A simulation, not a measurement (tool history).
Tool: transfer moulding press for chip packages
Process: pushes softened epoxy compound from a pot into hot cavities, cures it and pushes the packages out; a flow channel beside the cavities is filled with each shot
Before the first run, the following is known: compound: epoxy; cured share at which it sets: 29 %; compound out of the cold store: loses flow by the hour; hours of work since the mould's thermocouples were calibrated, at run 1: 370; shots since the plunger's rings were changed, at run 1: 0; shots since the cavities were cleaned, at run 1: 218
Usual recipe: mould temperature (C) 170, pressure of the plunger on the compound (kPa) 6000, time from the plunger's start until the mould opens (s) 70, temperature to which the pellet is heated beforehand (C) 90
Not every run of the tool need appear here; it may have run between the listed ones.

run,hour,mould temperature (C),pressure of the plunger on the compound (kPa),time from the plunger's start until the mould opens (s),temperature to which the pellet is heated beforehand (C),hours of work since the mould's thermocouples were calibrated,shots since the plunger's rings were changed,shots since the cavities were cleaned,incoming compound's hours out of the cold store,length that the compound runs in the flow channel (mm),greatest force on the pins that push the packages out (N)
1,0,170,6000,70,90,370,0,218,14.2,517,298
# hour 14.2: mould's thermocouples calibrated
2,36.4,170,6000,70,90,11,420,638,31.1,500,396
# hour 78.3: cavities cleaned with cleaning compound and waxed
3,78.3,170,4750,70,90,30,913,0,27.3,443,274
4,99.8,170,4750,70,90,41,1175,262,45.3,417,328
5,129.2,170,4750,70,90,55,1533,620,39.4,429,357
6,158.9,170,4750,70,90,69,1896,983,18.8,448,434
# hour 172.6: cavities cleaned with cleaning compound and waxed
7,198.5,170,4750,70,89,88,2360,315,45.8,420,353
8,236.6,170,4750,70,89,106,2826,781,17.7,446,411
# hour 252.9: mould's thermocouples calibrated, once more
# hour 268.8: cavities cleaned with cleaning compound and waxed
9,268.8,177,6000,70,90,7,3176,0,24.2,474,221
10,293.6,170,6000,70,90,19,3478,302,9.9,506,346
11,323.3,170,6000,70,90,33,3840,664,40.8,465,366
# hour 360.9: cavities cleaned with cleaning compound and waxed
12,369,170,5100,70,90,55,4380,100,18.2,454,270
# hour 391.8: plunger's sealing rings changed
13,391.8,170,5100,70,90,65,0,347,18,475,319
14,419.3,170,6000,70,90,78,336,683,40.8,482,366
# hour 456.8: cavities cleaned with cleaning compound and waxed
15,457.2,165,5660,70,92,96,780,5,13.5,514,325
16,505.1,165,5660,56,92,119,1364,589,35.8,481,758
17,544.6,165,5660,56,92,138,1846,1071,33.4,481,835
# hour 550: cavities cleaned with cleaning compound and waxed
18,590.1,165,5660,56,92,159,2382,489,39.1,472,733
19,614.5,170,5120,100,97,171,2680,787,15.1,468,362
# hour 643.7: cavities cleaned with cleaning compound and waxed
20,648.5,170,5420,50,97,187,3077,58,16.6,478,470
21,679.7,169,5420,62,92,202,3457,438,27.3,461,439
22,725.5,165,5420,70,90,224,4016,997,38.7,460,528
# hour 738.9: cavities cleaned with cleaning compound and waxed
23,753.7,166,5420,70,92,237,4342,181,22.8,475,355
# hour 780.8: plunger's sealing rings changed
24,790.7,166,6000,52,98,254,120,601,41.2,489,811
25,813.9,170,4730,70,93,265,404,885,39.5,430,406
# hour 835.5: cavities cleaned with cleaning compound and waxed
26,838,171,6000,76,94,276,679,30,21.7,503,253
27,872.8,171,6000,76,94,293,1104,455,47.6,470,330
28,910.2,171,6000,76,94,311,1560,911,25.2,492,382

Predict each of these 3 candidate next runs independently; none follows another, all start after run 28:
# hour 928.6: cavities cleaned with cleaning compound and waxed
A,944.9,170,6000,70,97,327,1965,199,19,?,?
# hour 928.6: cavities cleaned with cleaning compound and waxed
B,944.9,166,6000,60,96,327,1965,199,10.4,?,?
# hour 928.6: cavities cleaned with cleaning compound and waxed
C,944.9,177,6000,66,90,327,1965,199,11.3,?,?

run,length that the compound runs in the flow channel (mm),greatest force on the pins that push the packages out (N)
A,504,312
B,525,506
C,497,282
Without the tool's hidden state the same runs would have given:
run,length that the compound runs in the flow channel (mm),greatest force on the pins that push the packages out (N)
A,515,257
B,537,409
C,508,234
